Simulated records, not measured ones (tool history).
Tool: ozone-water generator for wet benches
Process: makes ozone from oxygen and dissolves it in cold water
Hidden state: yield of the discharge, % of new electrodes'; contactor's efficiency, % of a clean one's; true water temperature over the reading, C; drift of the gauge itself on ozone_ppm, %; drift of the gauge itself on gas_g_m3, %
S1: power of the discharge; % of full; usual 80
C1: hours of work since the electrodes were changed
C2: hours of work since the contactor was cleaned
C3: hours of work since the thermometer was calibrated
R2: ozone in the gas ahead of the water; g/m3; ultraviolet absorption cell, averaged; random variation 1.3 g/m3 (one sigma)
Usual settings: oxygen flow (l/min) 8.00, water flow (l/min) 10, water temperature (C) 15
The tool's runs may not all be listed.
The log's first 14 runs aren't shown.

run 15 hour=338.4 | S1=80 oxygen_flow_(l/min)=8.00 water_flow_(l/min)=10 water_temperature_(C)=15 | C1=916 C2=4580 C3=665 | dissolved_ozone_(ppm)=48.2 R2=248.0
run 16 hour=368.5 | S1=80 oxygen_flow_(l/min)=5.29 water_flow_(l/min)=10 water_temperature_(C)=15 | C1=942 C2=4605 C3=691 | dissolved_ozone_(ppm)=48.2 R2=281.5
run 17 hour=389.7 | S1=80 oxygen_flow_(l/min)=11.42 water_flow_(l/min)=14 water_temperature_(C)=9 | C1=960 C2=4623 C3=709 | dissolved_ozone_(ppm)=44.0 R2=220.7
run 18 hour=413.6 | S1=88 oxygen_flow_(l/min)=7.70 water_flow_(l/min)=11 water_temperature_(C)=22 | C1=981 C2=4644 C3=729 | dissolved_ozone_(ppm)=42.3 R2=272.7
run 19 hour=435.6 | S1=68 oxygen_flow_(l/min)=7.70 water_flow_(l/min)=7 water_temperature_(C)=10 | C1=999 C2=4663 C3=748 | dissolved_ozone_(ppm)=58.1 R2=219.2
run 20 hour=462.7 | S1=68 oxygen_flow_(l/min)=7.70 water_flow_(l/min)=7 water_temperature_(C)=10 | C1=1022 C2=4686 C3=771 | dissolved_ozone_(ppm)=56.9 R2=217.9
run 21 hour=484.7 | S1=68 oxygen_flow_(l/min)=7.70 water_flow_(l/min)=7 water_temperature_(C)=10 | C1=1041 C2=4704 C3=790 | dissolved_ozone_(ppm)=57.5 R2=218.7
run 22 hour=509.1 | S1=41 oxygen_flow_(l/min)=8.00 water_flow_(l/min)=12 water_temperature_(C)=15 | C1=1062 C2=4725 C3=811 | dissolved_ozone_(ppm)=24.6 R2=143.0
run 23 hour=534.6 | S1=98 oxygen_flow_(l/min)=4.24 water_flow_(l/min)=13 water_temperature_(C)=10 | C1=1084 C2=4747 C3=832 | dissolved_ozone_(ppm)=47.5 R2=361.4
run 24 hour=565.5 | S1=97 oxygen_flow_(l/min)=9.01 water_flow_(l/min)=7 water_temperature_(C)=10 | C1=1110 C2=4773 C3=859 | dissolved_ozone_(ppm)=76.6 R2=281.1
run 25 hour=597.8 | S1=80 oxygen_flow_(l/min)=10.46 water_flow_(l/min)=11 water_temperature_(C)=22 | C1=1138 C2=4801 C3=886 | dissolved_ozone_(ppm)=37.9 R2=227.9
run 26 hour=614.1 | S1=93 oxygen_flow_(l/min)=10.86 water_flow_(l/min)=11 water_temperature_(C)=22 | C1=1151 C2=4815 C3=900 | dissolved_ozone_(ppm)=42.7 R2=258.4
run 27 hour=627.4 | S1=93 oxygen_flow_(l/min)=10.86 water_flow_(l/min)=15 water_temperature_(C)=19 | C1=1163 C2=4826 C3=911 | dissolved_ozone_(ppm)=38.0 R2=254.1
run 28 hour=658.2 | S1=80 oxygen_flow_(l/min)=9.71 water_flow_(l/min)=10 water_temperature_(C)=16 | C1=1189 C2=4852 C3=938 | dissolved_ozone_(ppm)=46.7 R2=235.0
run 29 hour=685.0 | S1=80 oxygen_flow_(l/min)=9.71 water_flow_(l/min)=10 water_temperature_(C)=16 | C1=1212 C2=4875 C3=961 | dissolved_ozone_(ppm)=47.1 R2=235.0
run 30 hour=710.2 | S1=80 oxygen_flow_(l/min)=9.71 water_flow_(l/min)=8 water_temperature_(C)=8 | C1=1233 C2=4897 C3=982 | dissolved_ozone_(ppm)=63.6 R2=234.6
run 31 hour=731.7 | S1=42 oxygen_flow_(l/min)=5.10 water_flow_(l/min)=6 water_temperature_(C)=8 | C1=1252 C2=4915 C3=1000 | dissolved_ozone_(ppm)=44.1 R2=169.9
run 32 hour=747.3 | S1=80 oxygen_flow_(l/min)=8.00 water_flow_(l/min)=6 water_temperature_(C)=15 | C1=1265 C2=4928 C3=1014 | dissolved_ozone_(ppm)=63.0 R2=252.2

Forecast each of these 5 alternatives for the next run:
-- hour=751.5 gauge calibrated
run A hour=768.2 | S1=80 oxygen_flow_(l/min)=4.32 water_flow_(l/min)=10 water_temperature_(C)=7 | C1=1283 C2=4946 C3=1031 | dissolved_ozone_(ppm)=? R2=?
-- hour=751.5 gauge calibrated
run B hour=768.2 | S1=57 oxygen_flow_(l/min)=8.00 water_flow_(l/min)=10 water_temperature_(C)=15 | C1=1283 C2=4946 C3=1031 | dissolved_ozone_(ppm)=? R2=?
-- hour=751.5 gauge calibrated
run C hour=768.2 | S1=80 oxygen_flow_(l/min)=6.56 water_flow_(l/min)=10 water_temperature_(C)=7 | C1=1283 C2=4946 C3=1031 | dissolved_ozone_(ppm)=? R2=?
-- hour=751.5 gauge calibrated
run D hour=768.2 | S1=65 oxygen_flow_(l/min)=11.83 water_flow_(l/min)=10 water_temperature_(C)=15 | C1=1283 C2=4946 C3=1031 | dissolved_ozone_(ppm)=? R2=?
-- hour=751.5 gauge calibrated
run E hour=768.2 | S1=80 oxygen_flow_(l/min)=8.00 water_flow_(l/min)=6 water_temperature_(C)=15 | C1=1283 C2=4946 C3=1031 | dissolved_ozone_(ppm)=? R2=?

run=A dissolved_ozone_(ppm)=53.9 R2=295.9
run=B dissolved_ozone_(ppm)=36.3 R2=184.2
run=C dissolved_ozone_(ppm)=56.1 R2=259.2
run=D dissolved_ozone_(ppm)=39.4 R2=181.2
run=E dissolved_ozone_(ppm)=62.1 R2=243.3
Without the tool's hidden state the same runs would have given:
run=A dissolved_ozone_(ppm)=53.9 R2=295.8
run=B dissolved_ozone_(ppm)=36.4 R2=184.1
run=C dissolved_ozone_(ppm)=56.2 R2=259.1
run=D dissolved_ozone_(ppm)=39.4 R2=181.2
run=E dissolved_ozone_(ppm)=62.1 R2=243.2
